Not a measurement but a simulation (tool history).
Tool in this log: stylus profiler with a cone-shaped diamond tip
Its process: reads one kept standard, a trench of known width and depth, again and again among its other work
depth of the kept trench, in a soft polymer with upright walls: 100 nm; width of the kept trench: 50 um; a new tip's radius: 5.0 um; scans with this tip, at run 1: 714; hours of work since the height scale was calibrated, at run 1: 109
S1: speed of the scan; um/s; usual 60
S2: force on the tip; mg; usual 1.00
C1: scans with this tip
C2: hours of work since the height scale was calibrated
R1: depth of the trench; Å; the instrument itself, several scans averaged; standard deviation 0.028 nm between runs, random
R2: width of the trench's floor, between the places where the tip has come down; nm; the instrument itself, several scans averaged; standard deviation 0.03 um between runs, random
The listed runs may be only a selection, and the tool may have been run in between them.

run 1 day=0.000 | S1=60 S2=1.00 | C1=714 C2=109 | R1=1006.2 R2=47750
run 2 day=1.208 | S1=60 S2=1.00 | C1=808 C2=123 | R1=1005.6 R2=47730
run 3 day=2.375 | S1=60 S2=1.00 | C1=899 C2=137 | R1=1005.8 R2=47750
run 4 day=3.021 | S1=60 S2=1.00 | C1=950 C2=145 | R1=1005.4 R2=47730
run 5 day=4.458 | S1=60 S2=1.00 | C1=1061 C2=162 | R1=1005.9 R2=47690
run 6 day=5.875 | S1=60 S2=1.00 | C1=1172 C2=178 | R1=1005.6 R2=47730
run 7 day=7.358 | S1=60 S2=1.00 | C1=1287 C2=196 | R1=1005.3 R2=47720

Estimate the outcome of run 8 from the log above:
run 8 day=8.425 | S1=238 S2=0.54 | C1=1370 C2=209 | R1=? R2=?

R1: 1003.3 Å
R2: 46460 nm
Had the tool carried no hidden state, the very same run would have given R1 1003.9 Å, R2 46490 nm.
